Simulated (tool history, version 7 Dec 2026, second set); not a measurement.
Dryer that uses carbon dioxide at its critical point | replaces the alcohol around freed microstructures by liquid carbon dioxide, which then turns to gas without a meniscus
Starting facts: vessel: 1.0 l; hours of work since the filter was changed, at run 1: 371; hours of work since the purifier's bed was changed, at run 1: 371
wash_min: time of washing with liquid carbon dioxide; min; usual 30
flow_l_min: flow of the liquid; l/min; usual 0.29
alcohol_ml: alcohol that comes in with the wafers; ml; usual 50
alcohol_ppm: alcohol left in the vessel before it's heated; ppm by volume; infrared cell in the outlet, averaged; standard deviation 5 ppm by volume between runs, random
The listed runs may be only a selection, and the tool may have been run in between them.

run	hour	wash_min	flow_l_min	alcohol_ml	hours of work since the filter was changed	hours of work since the purifier's bed was changed	alcohol_ppm
1	0	30	0.29	50	371	371	123
# hour 24.1: inlet filter changed
2	35.6	30	0.29	50	6	388	109
3	66.7	20	0.29	50	21	403	515
4	107.1	20	0.29	50	40	423	503
5	159.2	30	0.29	50	66	448	113
6	195.7	23	0.29	50	84	466	299
7	231.8	30	0.193	50	101	484	541
8	268.6	30	0.193	50	119	502	545
9	317.2	30	0.193	50	143	525	576
10	372.7	30	0.193	50	170	552	595
11	407.9	30	0.193	50	187	569	606
12	434.8	30	0.29	52	200	582	148
13	461.9	35	0.29	52	213	596	111
14	515.2	35	0.29	52	239	622	110
15	578	30	0.29	50	270	652	164
16	619.9	30	0.29	50	290	673	153
17	658.6	30	0.394	50	309	691	107
18	724.2	30	0.394	50	341	723	101
19	759.1	30	0.29	50	358	740	172
20	802.2	30	0.442	50	379	761	116
# hour 809.7: inlet filter changed
21	835.7	30	0.442	50	13	777	107
22	879	30	0.29	33	34	798	151
23	928.1	30	0.29	33	58	822	137
24	979.6	30	0.199	60	83	847	629
25	1030.1	30	0.199	60	107	872	615
26	1078.9	30	0.199	60	131	895	627
27	1114.7	30	0.199	60	148	913	654
28	1153.5	29	0.34	46	167	932	158
29	1186.8	29	0.34	46	184	948	167
30	1217.3	29	0.34	46	198	963	165
31	1270.5	29	0.224	24	224	989	281
32	1305.1	29	0.224	24	241	1006	291
33	1365.6	27	0.178	24	271	1035	724
34	1401.6	44	0.206	32	288	1053	172
35	1447.2	44	0.206	32	310	1075	184
36	1479.5	38	0.29	85	326	1090	170
37	1538.5	38	0.29	77	355	1119	180
# hour 1559.3: purifier's bed changed
38	1571.5	35	0.409	74	369	6	0
# hour 1598.4: inlet filter changed
39	1599.1	35	0.409	74	0	19	2
40	1635.7	35	0.449	74	18	37	8
41	1678.4	41	0.29	69	39	58	26
42	1740.6	19	0.306	100	69	88	959
43	1769.3	30	0.354	50	83	102	29

The logged runs with the hidden state left out (each run's random variation unchanged):
The hidden state here: flow that reaches the vessel past the clogged filter, %; alcohol in the recycled carbon dioxide, ppm; drift of the gauge itself on alcohol_ppm, %.
run	alcohol_ppm
1	47
2	55
3	445
4	423
5	48
6	213
7	428
8	421
9	438
10	440
11	440
12	53
13	26
14	17
15	55
16	44
17	11
18	2
19	43
20	11
21	3
22	38
23	24
24	461
25	439
26	436
27	448
28	24
29	33
30	26
31	117
32	120
33	465
34	16
35	30
36	12
37	14
38	0
39	0
40	3
41	17
42	864
43	13
